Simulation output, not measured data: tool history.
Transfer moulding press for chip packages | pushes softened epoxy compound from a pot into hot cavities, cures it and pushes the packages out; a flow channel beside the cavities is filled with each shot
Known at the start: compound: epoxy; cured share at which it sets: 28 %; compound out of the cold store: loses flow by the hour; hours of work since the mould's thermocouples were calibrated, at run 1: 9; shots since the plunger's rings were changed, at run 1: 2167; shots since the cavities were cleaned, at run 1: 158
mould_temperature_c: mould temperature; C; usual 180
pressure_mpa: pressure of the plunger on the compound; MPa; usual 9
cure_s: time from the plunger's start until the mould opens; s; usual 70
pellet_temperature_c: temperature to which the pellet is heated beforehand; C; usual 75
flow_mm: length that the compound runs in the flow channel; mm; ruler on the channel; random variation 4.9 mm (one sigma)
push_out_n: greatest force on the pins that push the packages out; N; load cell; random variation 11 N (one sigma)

| run | day | mould_temperature_c | pressure_mpa | cure_s | pellet_temperature_c | hours of work since the mould's thermocouples were calibrated | shots since the plunger's rings were changed | shots since the cavities were cleaned | incoming compound's hours out of the cold store | flow_mm | push_out_n |
|---|---|---|---|---|---|---|---|---|---|---|---|
| 1 | 0 | 180 | 9 | 70 | 75 | 9 | 2167 | 158 | 27.4 | 821 | 673 |
| 2 | 0.312 | 180 | 9 | 57 | 75 | 13 | 2260 | 251 | 21.6 | 841 | 1271 |
| 3 | 0.525 | 180 | 9 | 57 | 75 | 16 | 2323 | 314 | 30.4 | 824 | 1319 |
| 4 | 0.725 | 180 | 9 | 57 | 75 | 18 | 2383 | 374 | 43.1 | 780 | 1335 |
| 5 | 1.1 | 180 | 8.8 | 57 | 75 | 23 | 2495 | 486 | 14.4 | 855 | 1546 |
| 6 | 1.396 | 180 | 8.8 | 58 | 75 | 27 | 2583 | 574 | 38 | 781 | 1515 |
|  | 1.575 | cavities cleaned with cleaning compound and waxed |
| 7 | 1.654 | 180 | 8.8 | 58 | 75 | 30 | 2641 | 24 | 40.8 | 766 | 1640 |
| 8 | 1.904 | 180 | 9 | 70 | 75 | 33 | 2716 | 99 | 40.9 | 782 | 1068 |
| 9 | 2.204 | 180 | 9 | 70 | 75 | 37 | 2805 | 188 | 9.1 | 877 | 1165 |
|  | 2.562 | cavities cleaned with cleaning compound and waxed, once more |
| 10 | 2.633 | 180 | 9 | 70 | 75 | 42 | 2914 | 21 | 46.2 | 760 | 518 |
| 11 | 3.008 | 180 | 8.1 | 70 | 75 | 47 | 3025 | 132 | 42.9 | 732 | 627 |
| 12 | 3.2 | 180 | 9 | 70 | 75 | 50 | 3082 | 189 | 11.8 | 861 | 702 |
| 13 | 3.471 | 180 | 9 | 70 | 75 | 54 | 3164 | 271 | 36.6 | 795 | 765 |
| 14 | 3.721 | 180 | 8.47 | 70 | 75 | 57 | 3238 | 345 | 16.3 | 830 | 843 |
| 15 | 4.046 | 180 | 8.47 | 70 | 75 | 61 | 3334 | 441 | 23.6 | 800 | 865 |
| 16 | 4.279 | 180 | 8.47 | 70 | 75 | 65 | 3404 | 511 | 11.9 | 833 | 899 |
| 17 | 4.492 | 180 | 7.74 | 83 | 75 | 67 | 3467 | 574 | 28.8 | 749 | 711 |
|  | 4.696 | cavities cleaned with cleaning compound and waxed |
| 18 | 4.925 | 180 | 10.94 | 83 | 85 | 72 | 3578 | 68 | 38.4 | 857 | 470 |
| 19 | 5.275 | 180 | 9 | 103 | 72 | 77 | 3682 | 172 | 31 | 799 | 475 |
| 20 | 5.617 | 179 | 8.78 | 53 | 72 | 82 | 3784 | 274 | 41.6 | 770 | 1608 |
| 21 | 5.842 | 182 | 7.7 | 104 | 73 | 85 | 3851 | 341 | 24.6 | 748 | 562 |
| 22 | 6.071 | 182 | 7.7 | 104 | 73 | 88 | 3919 | 409 | 39.9 | 714 | 609 |
| 23 | 6.242 | 182 | 7.7 | 104 | 73 | 90 | 3970 | 460 | 26.6 | 747 | 615 |
| 24 | 6.596 | 182 | 7.7 | 104 | 73 | 95 | 4076 | 566 | 42.2 | 698 | 654 |

Run 25 comes next. What will it give?
|  | 6.804 | cavities cleaned with cleaning compound and waxed |
| 25 | 6.825 | 173 | 7.76 | 72 | 75 | 97 | 4125 | 7 | 11.8 | ? | ? |

Run 25 gave flow_mm 820 mm, push_out_n 880 N.
Without the tool's hidden state the same run would have given flow_mm 859 mm, push_out_n 826 N.

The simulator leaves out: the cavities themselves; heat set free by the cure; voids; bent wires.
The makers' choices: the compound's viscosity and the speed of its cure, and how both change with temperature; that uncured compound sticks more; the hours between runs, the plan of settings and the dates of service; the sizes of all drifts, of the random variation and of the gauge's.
